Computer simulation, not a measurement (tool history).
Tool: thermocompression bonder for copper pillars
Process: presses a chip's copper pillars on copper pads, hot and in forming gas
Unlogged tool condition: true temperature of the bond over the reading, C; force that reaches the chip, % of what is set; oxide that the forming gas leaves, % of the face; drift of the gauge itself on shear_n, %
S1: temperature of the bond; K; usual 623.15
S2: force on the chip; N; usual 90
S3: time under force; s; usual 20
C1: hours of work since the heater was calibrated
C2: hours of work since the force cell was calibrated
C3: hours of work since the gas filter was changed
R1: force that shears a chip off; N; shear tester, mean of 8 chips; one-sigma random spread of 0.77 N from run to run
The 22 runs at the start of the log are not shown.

run 23 hour=280.1 | S1=613.15 S2=90 S3=53 | C1=621 C2=449 C3=272 | R1=74.9
run 24 hour=290.5 | S1=628.15 S2=62 S3=36 | C1=627 C2=455 C3=278 | R1=53.8
-- hour=298.1 forming gas filter changed
run 25 hour=308.7 | S1=653.15 S2=67 S3=10 | C1=637 C2=466 C3=6 | R1=45.6
run 26 hour=322.4 | S1=653.15 S2=67 S3=10 | C1=645 C2=473 C3=14 | R1=45.5
run 27 hour=335.7 | S1=653.15 S2=67 S3=10 | C1=653 C2=481 C3=22 | R1=44.7
run 28 hour=352.1 | S1=594.15 S2=90 S3=56 | C1=663 C2=491 C3=31 | R1=66.8
run 29 hour=369.2 | S1=650.15 S2=73 S3=56 | C1=673 C2=501 C3=41 | R1=90.5
run 30 hour=381 | S1=650.15 S2=73 S3=56 | C1=680 C2=508 C3=48 | R1=90.2
run 31 hour=394.8 | S1=650.15 S2=73 S3=56 | C1=688 C2=516 C3=56 | R1=89.2
run 32 hour=407.6 | S1=600.15 S2=73 S3=31 | C1=695 C2=523 C3=64 | R1=46.5
run 33 hour=422.1 | S1=615.15 S2=90 S3=20 | C1=703 C2=532 C3=72 | R1=54.7
run 34 hour=437.8 | S1=630.15 S2=77 S3=16 | C1=713 C2=541 C3=81 | R1=49.7
run 35 hour=446.1 | S1=642.15 S2=90 S3=28 | C1=717 C2=545 C3=86 | R1=78.1
run 36 hour=457.1 | S1=642.15 S2=90 S3=28 | C1=724 C2=552 C3=93 | R1=78.5
run 37 hour=470.1 | S1=635.15 S2=65 S3=18 | C1=731 C2=559 C3=100 | R1=46.5

Here are 3 independent what-if runs from the current tool condition. What would each one return?
run A hour=483.1 | S1=623.15 S2=87 S3=20 | C1=739 C2=567 C3=108 | R1=?
run B hour=483.1 | S1=636.15 S2=133 S3=37 | C1=739 C2=567 C3=108 | R1=?
run C hour=483.1 | S1=638.15 S2=65 S3=22 | C1=739 C2=567 C3=108 | R1=?

run=A R1=56.1
run=B R1=105.7
run=C R1=53.4
With no hidden state in the tool, these same runs would have given:
run=A R1=55.9
run=B R1=106.8
run=C R1=53.3
